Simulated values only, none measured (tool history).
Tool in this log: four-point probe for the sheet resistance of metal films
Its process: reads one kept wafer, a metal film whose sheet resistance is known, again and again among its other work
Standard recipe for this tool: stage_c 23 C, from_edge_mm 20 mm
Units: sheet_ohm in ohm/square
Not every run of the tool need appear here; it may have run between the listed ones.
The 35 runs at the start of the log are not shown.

At hour 2119.5: stage's thermometer calibrated, once more.
Run 36, hour 2141.5: usual settings but stage_c 24 C, from_edge_mm 67 mm. Result: sheet_ohm 0.070886 ohm/square.
Run 37, hour 2179.4: usual settings but from_edge_mm 44 mm. Result: sheet_ohm 0.070933 ohm/square.
Run 38, hour 2219.8: usual settings but stage_c 24 C, from_edge_mm 4 mm. Result: sheet_ohm 0.073155 ohm/square.
Run 39, hour 2274: usual settings but stage_c 24 C, from_edge_mm 4 mm. Result: sheet_ohm 0.073113 ohm/square.
Run 40, hour 2340.7: usual settings but stage_c 26 C, from_edge_mm 9 mm. Result: sheet_ohm 0.071206 ohm/square.
Run 41, hour 2429.8: usual settings but stage_c 33 C, from_edge_mm 6 mm. Result: sheet_ohm 0.071512 ohm/square.
Run 42, hour 2496.5: usual settings but stage_c 33 C, from_edge_mm 6 mm. Result: sheet_ohm 0.071488 ohm/square.
Run 43, hour 2572.5: usual settings but stage_c 33 C, from_edge_mm 6 mm. Result: sheet_ohm 0.07147 ohm/square.
Run 44, hour 2609.1: usual settings but stage_c 22 C, from_edge_mm 11 mm. Result: sheet_ohm 0.071146 ohm/square.

Below are 4 alternative next runs, each starting from the tool's condition after run 44. Predict each:
Run A, hour 2667.2: usual settings but from_edge_mm 16 mm. Result: sheet_ohm ?.
Run B, hour 2667.2: usual settings but stage_c 19 C, from_edge_mm 32 mm. Result: sheet_ohm ?.
Run C, hour 2667.2: usual settings but stage_c 18 C, from_edge_mm 5 mm. Result: sheet_ohm ?.
Run D, hour 2667.2: usual settings but stage_c 20 C. Result: sheet_ohm ?.

run  sheet_ohm
  A   0.070911
  B   0.070938
  C   0.072422
  D   0.070961
Without the tool's hidden state the same runs would have given:
run  sheet_ohm
  A   0.071156
  B   0.071183
  C   0.072672
  D   0.071206
